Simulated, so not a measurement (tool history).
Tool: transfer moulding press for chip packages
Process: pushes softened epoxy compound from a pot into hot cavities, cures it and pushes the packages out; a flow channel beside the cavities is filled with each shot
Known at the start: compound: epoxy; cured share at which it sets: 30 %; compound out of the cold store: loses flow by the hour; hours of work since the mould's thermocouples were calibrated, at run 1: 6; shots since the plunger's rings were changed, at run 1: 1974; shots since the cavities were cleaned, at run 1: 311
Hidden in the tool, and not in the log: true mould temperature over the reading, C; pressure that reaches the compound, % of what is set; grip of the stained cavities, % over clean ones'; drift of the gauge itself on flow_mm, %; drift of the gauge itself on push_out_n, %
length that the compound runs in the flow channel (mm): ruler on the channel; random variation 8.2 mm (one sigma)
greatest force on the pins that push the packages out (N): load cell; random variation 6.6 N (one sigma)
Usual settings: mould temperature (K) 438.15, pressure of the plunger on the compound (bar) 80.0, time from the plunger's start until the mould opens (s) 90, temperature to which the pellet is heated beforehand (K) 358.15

run   hour  mould temperature (K)  pressure of the plunger on the compound (bar)  time from the plunger's start until the mould opens (s)  temperature to which the pellet is heated beforehand (K)  hours of work since the mould's thermocouples were calibrated  shots since the plunger's rings were changed  shots since the cavities were cleaned  incoming compound's hours out of the cold store  length that the compound runs in the flow channel (mm)  greatest force on the pins that push the packages out (N)
  1    0.0                 438.15                                           80.0                                                       90                                                    358.15                                                              6                                          1974                                    311                                             39.6                                                     850                                                        348
  2    9.3                 438.15                                           80.0                                                       90                                                    358.15                                                             11                                          2081                                    418                                             38.9                                                     839                                                        354
  3   21.5                 438.15                                           70.8                                                       90                                                    358.15                                                             18                                          2221                                    558                                             23.8                                                     849                                                        401
  4   34.3                 438.15                                           70.8                                                       85                                                    358.15                                                             25                                          2368                                    705                                             15.3                                                     872                                                        462
  5   44.1                 438.15                                           80.0                                                       90                                                    358.15                                                             31                                          2480                                    817                                             44.6                                                     826                                                        430
  6   54.8                 438.15                                           80.0                                                       90                                                    358.15                                                             37                                          2604                                    941                                             28.2                                                     873                                                        450
      66.2  -- cavities cleaned with cleaning compound and waxed
  7   69.2                 438.15                                           80.0                                                       90                                                    358.15                                                             44                                          2751                                     33                                             10.4                                                     928                                                        626
  8   82.1                 436.15                                           80.0                                                       90                                                    358.15                                                             51                                          2900                                    182                                             45.1                                                     837                                                        650
  9   89.9                 436.15                                           80.0                                                       90                                                    358.15                                                             56                                          2989                                    271                                             44.8                                                     822                                                        625
 10  100.4                 436.15                                           80.0                                                       90                                                    358.15                                                             61                                          3109                                    391                                             34.4                                                     861                                                        647
     103.0  -- cavities cleaned with cleaning compound and waxed, once more
 11  108.2                 436.15                                           80.0                                                       98                                                    358.15                                                             65                                          3182                                     59                                             15.1                                                     903                                                        283
 12  118.9                 436.15                                           80.0                                                       98                                                    358.15                                                             71                                          3305                                    182                                             11.0                                                     915                                                        321
 13  125.2                 438.15                                           80.0                                                       77                                                    358.15                                                             75                                          3378                                    255                                             32.2                                                     842                                                        434
 14  136.5                 438.15                                           80.0                                                       77                                                    358.15                                                             81                                          3507                                    384                                             35.1                                                     838                                                        471
 15  149.3                 431.15                                           87.6                                                      100                                                    361.15                                                             88                                          3654                                    531                                             13.3                                                     978                                                        519
 16  160.9                 430.15                                           68.6                                                      100                                                    361.15                                                             94                                          3787                                    664                                             31.2                                                     820                                                        559
 17  170.3                 430.15                                           90.6                                                      100                                                    363.15                                                            100                                          3895                                    772                                             32.4                                                     926                                                        583
 18  176.4                 438.15                                           74.0                                                       90                                                    354.15                                                            103                                          3965                                    842                                             18.7                                                     835                                                        462
 19  189.4                 438.15                                           74.0                                                       90                                                    354.15                                                            110                                          4114                                    991                                             34.5                                                     775                                                        470
     196.5  -- cavities cleaned with cleaning compound and waxed
 20  198.5                 438.15                                           74.0                                                       90                                                    354.15                                                            115                                          4202                                     23                                             42.3                                                     761                                                        273
 21  209.4                 438.15                                           74.0                                                       90                                                    354.15                                                            121                                          4327                                    148                                             12.8                                                     856                                                        304
 22  221.6                 436.15                                           65.8                                                       72                                                    358.15                                                            128                                          4466                                    287                                             17.7                                                     794                                                        604
 23  229.6                 436.15                                           65.8                                                       72                                                    358.15                                                            132                                          4559                                    380                                             39.0                                                     737                                                        630
 24  242.6                 436.15                                           65.8                                                       72                                                    358.15                                                            139                                          4708                                    529                                             36.7                                                     735                                                        674

Forecast run 25:
 25  253.0                 433.15                                           92.9                                                       78                                                    351.15                                                            145                                          4827                                    648                                             16.3                                                       ?                                                          ?

{"run 25": {"length that the compound runs in the flow channel (mm)": 964, "greatest force on the pins that push the packages out (N)": 804}}
Without the tool's hidden state the same run would have given length that the compound runs in the flow channel (mm) 1079, greatest force on the pins that push the packages out (N) 497.
